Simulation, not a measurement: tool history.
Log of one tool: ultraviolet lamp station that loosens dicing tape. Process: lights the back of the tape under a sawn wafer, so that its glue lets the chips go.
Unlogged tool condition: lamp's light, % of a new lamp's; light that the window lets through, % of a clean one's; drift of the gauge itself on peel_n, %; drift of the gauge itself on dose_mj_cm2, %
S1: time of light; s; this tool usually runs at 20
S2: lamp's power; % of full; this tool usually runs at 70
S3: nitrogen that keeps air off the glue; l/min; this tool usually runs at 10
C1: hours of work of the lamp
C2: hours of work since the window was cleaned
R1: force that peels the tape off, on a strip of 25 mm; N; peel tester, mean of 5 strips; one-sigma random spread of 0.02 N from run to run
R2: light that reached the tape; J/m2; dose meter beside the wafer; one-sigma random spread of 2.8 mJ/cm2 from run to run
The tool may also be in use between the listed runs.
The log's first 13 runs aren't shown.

run	hour	S1	S2	S3	C1	C2	R1	R2
14	624.1	33	70	10	275	46	0.481	5860
15	664.8	33	94	10	301	72	0.294	7720
16	720.3	13	61	4	337	108	3.277	1900
17	776.1	13	61	4	373	144	3.249	1900
18	836.7	11	79	10	412	183	2.322	2060
19	898.6	11	79	10	452	223	2.440	1960
20	947.9	16	70	4	484	255	2.567	2530
21	979.3	35	79	6	504	275	0.609	6190
22	1037.5	35	79	6	541	313	0.625	6010
23	1077.6	34	70	6	567	339	0.856	5100
24	1131.1	34	70	6	602	373	0.883	5000
25	1178.4	34	70	6	632	404	0.907	4960
26	1220.7	34	70	6	660	431	0.956	4890
27	1254.1	34	75	6	681	452	0.872	5160
28	1297.1	20	74	10	709	480	1.562	2940
29	1347.4	20	74	10	741	513	1.611	2870
30	1392.6	14	83	5	770	542	2.764	2200

Consider 5 possible next runs. They are alternatives, not a sequence: every one starts from the tool as it was left by run 30. What does each give?
A	1431.6	25	70	10	796	567	?	?
B	1431.6	14	91	14	796	567	?	?
C	1431.6	37	70	12	796	567	?	?
D	1431.6	14	68	3	796	567	?	?
E	1431.6	23	83	5	796	567	?	?

run	R1	R2
A	1.310	3300
B	1.733	2410
C	0.606	4890
D	3.559	1810
E	1.619	3630
Without the tool's unlogged condition, the same runs would have read:
run	R1	R2
A	0.659	4980
B	0.958	3640
C	0.281	7410
D	2.668	2720
E	0.867	5500
